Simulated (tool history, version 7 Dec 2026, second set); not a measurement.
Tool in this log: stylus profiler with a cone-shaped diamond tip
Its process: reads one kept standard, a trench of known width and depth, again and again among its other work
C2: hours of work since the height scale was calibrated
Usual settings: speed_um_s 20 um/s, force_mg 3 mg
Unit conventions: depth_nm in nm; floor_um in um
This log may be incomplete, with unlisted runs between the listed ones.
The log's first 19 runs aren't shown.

run 20 hour=848.4 | speed_um_s=20 force_mg=3 | scans_with_this_tip=13342 C2=67 | depth_nm=1018.56 floor_um=93.76
run 21 hour=890.6 | speed_um_s=24 force_mg=3 | scans_with_this_tip=13540 C2=95 | depth_nm=1018.86 floor_um=93.69
run 22 hour=938.3 | speed_um_s=24 force_mg=3 | scans_with_this_tip=13763 C2=126 | depth_nm=1019.25 floor_um=93.66
run 23 hour=992.1 | speed_um_s=24 force_mg=3 | scans_with_this_tip=14015 C2=161 | depth_nm=1018.97 floor_um=93.64
run 24 hour=1051.9 | speed_um_s=72 force_mg=1.43 | scans_with_this_tip=14295 C2=200 | depth_nm=1016.54 floor_um=93.33
run 25 hour=1092.6 | speed_um_s=10 force_mg=3.46 | scans_with_this_tip=14486 C2=227 | depth_nm=1021.06 floor_um=93.6
-- hour=1124.5 height scale calibrated on a step standard, once more
run 26 hour=1131.1 | speed_um_s=28 force_mg=1.93 | scans_with_this_tip=14663 C2=4 | depth_nm=1005.91 floor_um=93.49
run 27 hour=1160.2 | speed_um_s=52 force_mg=1.28 | scans_with_this_tip=14800 C2=23 | depth_nm=1004.68 floor_um=93.29
run 28 hour=1206.4 | speed_um_s=52 force_mg=1.28 | scans_with_this_tip=15016 C2=54 | depth_nm=1004.95 floor_um=93.26
run 29 hour=1242.2 | speed_um_s=46 force_mg=1.5 | scans_with_this_tip=15183 C2=77 | depth_nm=1005.67 floor_um=93.3

Expected results for the next run?
run 30 hour=1305.5 | speed_um_s=22 force_mg=1.9 | scans_with_this_tip=15480 C2=118 | depth_nm=? floor_um=?

{"run 30": {"depth_nm": 1006.62, "floor_um": 93.44}}
Without the tool's hidden state the same run would have given depth_nm 1006.21 nm, floor_um 96.51 um.

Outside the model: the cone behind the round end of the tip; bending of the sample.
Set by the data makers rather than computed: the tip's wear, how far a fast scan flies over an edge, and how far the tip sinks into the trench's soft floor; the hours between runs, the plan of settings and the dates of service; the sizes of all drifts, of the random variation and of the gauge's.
